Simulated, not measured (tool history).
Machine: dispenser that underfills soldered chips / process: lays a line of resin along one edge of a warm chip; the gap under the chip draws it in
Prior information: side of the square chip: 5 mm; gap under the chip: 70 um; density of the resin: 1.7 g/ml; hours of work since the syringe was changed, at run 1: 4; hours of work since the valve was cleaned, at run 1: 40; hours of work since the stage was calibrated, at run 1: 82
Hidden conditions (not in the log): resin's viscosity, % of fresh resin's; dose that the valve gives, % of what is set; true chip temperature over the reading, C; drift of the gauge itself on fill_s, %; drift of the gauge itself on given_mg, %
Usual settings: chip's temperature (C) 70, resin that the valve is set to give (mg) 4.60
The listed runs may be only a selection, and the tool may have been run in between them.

| run | hour | chip's temperature (C) | resin that the valve is set to give (mg) | hours of work since the syringe was changed | hours of work since the valve was cleaned | hours of work since the stage was calibrated | time until the resin shows at the far edge (s) | resin that the valve gave (mg) |
|---|---|---|---|---|---|---|---|---|
| 1 | 0.0 | 70 | 4.60 | 4 | 40 | 82 | 28.5 | 4.48 |
|  | 3.9 | new syringe of resin |
|  | 12.4 | new syringe of resin |
| 2 | 12.5 | 70 | 4.60 | 0 | 49 | 91 | 23.7 | 4.49 |
|  | 21.4 | new syringe of resin |
| 3 | 27.5 | 70 | 4.60 | 4 | 60 | 102 | 29.7 | 4.48 |
|  | 30.8 | new syringe of resin |
|  | 39.0 | new syringe of resin |
| 4 | 39.4 | 70 | 4.60 | 0 | 68 | 110 | 23.5 | 4.52 |
|  | 44.3 | dispensing valve cleaned and set on the balance |
|  | 48.4 | new syringe of resin |
| 5 | 53.1 | 56 | 4.60 | 3 | 6 | 119 | 56.1 | 4.59 |
|  | 56.7 | new syringe of resin |
|  | 65.3 | new syringe of resin |
| 6 | 68.3 | 56 | 4.60 | 2 | 17 | 129 | 52.4 | 4.61 |
|  | 74.7 | new syringe of resin |
|  | 83.1 | new syringe of resin |
| 7 | 83.1 | 56 | 4.60 | 0 | 27 | 140 | 46.9 | 4.56 |
|  | 92.4 | new syringe of resin |
| 8 | 100.2 | 56 | 4.60 | 6 | 39 | 152 | 64.9 | 4.52 |
|  | 101.7 | new syringe of resin |
|  | 110.2 | new syringe of resin |
| 9 | 116.5 | 56 | 4.60 | 5 | 51 | 163 | 58.8 | 4.53 |
|  | 119.3 | new syringe of resin |
| 10 | 124.9 | 70 | 4.60 | 4 | 56 | 169 | 28.5 | 4.52 |
|  | 127.5 | new syringe of resin |
|  | 136.7 | new syringe of resin |
| 11 | 141.5 | 70 | 4.60 | 4 | 68 | 181 | 27.6 | 4.51 |
|  | 145.4 | new syringe of resin |
|  | 146.4 | dispensing valve cleaned and set on the balance |
|  | 154.7 | new syringe of resin |
| 12 | 154.7 | 70 | 4.60 | 0 | 6 | 189 | 23.5 | 4.61 |
|  | 163.1 | new syringe of resin |
| 13 | 170.7 | 70 | 4.60 | 6 | 17 | 200 | 31.6 | 4.55 |
|  | 171.9 | new syringe of resin |
|  | 180.5 | new syringe of resin |
| 14 | 180.8 | 70 | 4.60 | 0 | 24 | 207 | 22.0 | 4.56 |
| 15 | 188.1 | 70 | 4.22 | 5 | 29 | 213 | 30.3 | 4.17 |
|  | 189.2 | new syringe of resin |
|  | 197.9 | new syringe of resin |
| 16 | 200.0 | 70 | 4.22 | 1 | 37 | 221 | 24.8 | 4.19 |
|  | 206.8 | new syringe of resin |
| 17 | 207.0 | 79 | 4.67 | 0 | 42 | 226 | 14.1 | 4.59 |
|  | 215.1 | new syringe of resin |
| 18 | 222.7 | 79 | 4.67 | 5 | 54 | 237 | 18.3 | 4.57 |
|  | 224.5 | new syringe of resin |
|  | 233.0 | new syringe of resin |
| 19 | 233.0 | 83 | 4.19 | 0 | 61 | 244 | 12.4 | 4.10 |
|  | 242.1 | new syringe of resin |
|  | 247.5 | dispensing valve cleaned and set on the balance |
| 20 | 248.9 | 68 | 5.89 | 4 | 1 | 254 | 29.7 | 5.89 |
|  | 252.1 | new syringe of resin |
| 21 | 259.6 | 70 | 4.10 | 5 | 9 | 262 | 30.2 | 4.10 |
|  | 261.0 | new syringe of resin |
| 22 | 267.7 | 82 | 4.50 | 5 | 14 | 268 | 16.7 | 4.52 |
|  | 270.5 | new syringe of resin |
| 23 | 277.0 | 56 | 5.47 | 5 | 21 | 274 | 57.0 | 5.44 |
|  | 279.7 | new syringe of resin |
| 24 | 284.8 | 56 | 5.61 | 4 | 26 | 280 | 55.3 | 5.58 |
|  | 288.3 | new syringe of resin |
|  | 296.9 | new syringe of resin |
| 25 | 296.9 | 56 | 5.61 | 0 | 34 | 288 | 42.9 | 5.56 |
|  | 305.7 | new syringe of resin |
| 26 | 309.8 | 76 | 4.66 | 3 | 44 | 297 | 19.9 | 4.60 |
|  | 314.2 | new syringe of resin |
| 27 | 320.1 | 85 | 5.50 | 4 | 51 | 304 | 13.1 | 5.44 |
|  | 322.7 | new syringe of resin |
| 28 | 330.3 | 74 | 5.70 | 6 | 58 | 311 | 23.9 | 5.61 |
|  | 331.3 | new syringe of resin |
| 29 | 338.5 | 74 | 5.58 | 5 | 64 | 317 | 23.7 | 5.44 |
|  | 339.8 | new syringe of resin |
|  | 348.0 | new syringe of resin |
|  | 349.0 | dispensing valve cleaned and set on the balance |
| 30 | 349.0 | 64 | 4.60 | 0 | 0 | 324 | 28.9 | 4.60 |
|  | 357.4 | new syringe of resin |
| 31 | 360.7 | 80 | 4.13 | 2 | 8 | 332 | 15.0 | 4.14 |
|  | 365.7 | new syringe of resin |
| 32 | 372.5 | 75 | 4.79 | 5 | 17 | 340 | 21.0 | 4.77 |

Some steps in time until the resin shows at the far edge (s) between neighbouring runs. How much of each would the tool show without its hidden state too (settings, what came in, random variation), and how much is left for the hidden state, with any gauge scatter that isn't in both results?
Run 4 -> 5: chip's temperature (C) 70 -> 56, dispensing valve cleaned and set on the balance, new syringe of resin. time until the resin shows at the far edge (s) +32.6: hidden state +7.3, all else +25.3.
Run 7 -> 8: new syringe of resin. time until the resin shows at the far edge (s) +18.0: hidden state +17.9, all else +0.1.
Run 9 -> 10: chip's temperature (C) 56 -> 70, new syringe of resin. time until the resin shows at the far edge (s) -30.3: hidden state -4.7, all else -25.6.
Run 13 -> 14: new syringe of resin, new syringe of resin. time until the resin shows at the far edge (s) -9.6: hidden state -9.0, all else -0.6.
Run 22 -> 23: chip's temperature (C) 82 -> 56, resin that the valve is set to give (mg) 4.50 -> 5.47, new syringe of resin. time until the resin shows at the far edge (s) +40.3: hidden state +6.4, all else +33.9.
Run 24 -> 25: new syringe of resin, new syringe of resin. time until the resin shows at the far edge (s) -12.4: hidden state -11.2, all else -1.2.
